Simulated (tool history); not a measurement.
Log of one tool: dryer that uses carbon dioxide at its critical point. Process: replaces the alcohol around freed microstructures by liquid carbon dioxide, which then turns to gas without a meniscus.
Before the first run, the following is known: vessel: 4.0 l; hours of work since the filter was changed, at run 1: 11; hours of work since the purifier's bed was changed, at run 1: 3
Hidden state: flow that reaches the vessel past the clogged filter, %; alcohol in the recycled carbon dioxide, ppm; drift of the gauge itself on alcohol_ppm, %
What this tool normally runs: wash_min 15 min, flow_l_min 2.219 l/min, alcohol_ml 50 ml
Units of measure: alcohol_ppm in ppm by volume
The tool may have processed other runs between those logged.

run	day	wash_min	flow_l_min	alcohol_ml	hours of work since the filter was changed	hours of work since the purifier's bed was changed	alcohol_ppm
1	0.000	15	2.219	50	11	3	17
2	0.546	15	2.219	42	16	7	18
3	1.075	15	2.219	42	20	11	8
4	1.596	15	2.219	42	24	15	24
5	2.029	15	2.219	42	28	19	12
6	2.500	15	2.219	42	32	23	29
7	3.162	15	2.219	42	37	28	30
8	3.612	15	2.219	42	41	32	26
9	4.246	15	2.219	42	46	37	29
10	4.654	15	2.219	42	49	40	24
11	5.346	15	2.219	42	55	46	22
12	6.029	15	2.219	38	60	51	37
13	6.458	15	2.219	38	64	55	30
14	7.258	15	2.219	38	70	61	39
15	7.846	15	2.219	25	75	66	25
16	8.458	15	2.219	25	80	71	32
17	9.042	15	2.219	25	84	76	29
18	9.762	13	2.330	25	90	81	38
19	10.175	15	1.380	50	94	85	209
20	10.938	22	1.380	22	100	91	42
21	11.525	20	2.760	50	105	96	29
22	12.100	9	2.240	50	109	100	232
23	12.721	15	1.860	50	114	105	81
24	13.250	15	2.720	25	119	110	37
25	13.792	15	2.720	25	123	114	34
26	14.196	14	2.330	74	126	117	58
27	14.879	19	1.500	23	132	123	50
28	15.675	19	1.500	23	138	129	53
29	16.079	10	1.540	23	141	133	288
30	16.446	15	2.040	50	144	136	55
31	16.917	15	2.040	117	148	139	102
32	17.300	15	2.219	39	151	142	54
33	17.825	15	2.219	30	156	147	51
34	18.383	15	2.440	20	160	151	55

4 ways to go on from here, each from the tool as it stands after run 34. What would each give?
A	18.896	15	2.190	105	164	155	?
B	18.896	15	1.560	53	164	155	?
C	18.896	15	2.750	20	164	155	?
D	18.896	14	2.219	20	164	155	?

run	alcohol_ppm
A	69
B	171
C	51
D	55
What these runs would have given with no unlogged condition in the tool:
run	alcohol_ppm
A	21
B	105
C	13
D	13

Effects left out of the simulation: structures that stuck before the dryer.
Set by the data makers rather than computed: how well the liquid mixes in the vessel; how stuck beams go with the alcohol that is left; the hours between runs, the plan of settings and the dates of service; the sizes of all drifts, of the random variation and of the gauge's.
